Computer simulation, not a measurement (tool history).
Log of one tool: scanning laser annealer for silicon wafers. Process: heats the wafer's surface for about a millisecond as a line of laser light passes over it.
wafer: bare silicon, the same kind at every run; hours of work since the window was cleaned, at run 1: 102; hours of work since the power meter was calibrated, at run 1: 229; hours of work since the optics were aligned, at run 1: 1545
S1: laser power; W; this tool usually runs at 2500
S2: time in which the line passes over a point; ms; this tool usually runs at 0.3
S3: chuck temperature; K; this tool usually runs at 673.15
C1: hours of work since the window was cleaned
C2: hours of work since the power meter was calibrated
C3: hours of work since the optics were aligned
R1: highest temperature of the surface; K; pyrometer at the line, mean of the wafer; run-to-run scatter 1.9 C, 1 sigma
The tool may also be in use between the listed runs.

run	hour	S1	S2	S3	C1	C2	C3	R1
1	0	2500	0.3	673.15	102	229	1545	1456.15
2	19.1	2500	0.3	673.15	116	243	1559	1456.15
3	37.9	2500	0.3	673.15	130	257	1573	1456.15
4	56.2	2500	0.3	673.15	143	270	1586	1453.15
# hour 60.8: laser's power meter calibrated
5	78.7	2500	0.3	673.15	157	13	1601	1450.15
6	87.5	2500	0.3	673.15	164	20	1607	1454.15
7	105.5	2500	0.3	673.15	177	33	1620	1449.15
8	113.8	2531	0.312	706.15	183	39	1626	1514.15
9	129.2	2500	0.3	677.15	194	50	1638	1454.15
10	137.3	2500	0.3	677.15	200	56	1644	1452.15
11	149.1	2690	0.257	693.15	209	65	1652	1465.15

Pick out some run-to-run changes in R1. Of each, how much would a tool without hidden state show as well, from the settings, what came in and chance, and how much is left for the hidden state and any gauge scatter not in both results compared?
Hidden state present: light that passes the window, % of a clean one's; laser's true power over the reading, %; width of the line over the set one, %; drift of the gauge itself on peak_c, C.
Run 4 -> 5: laser's power meter calibrated. R1 -3 K: hidden state -2, all else -1.
Run 7 -> 8: S1 2500 -> 2531, S2 0.3 -> 0.312, S3 673.15 -> 706.15. R1 +65 K: hidden state -2, all else +67.
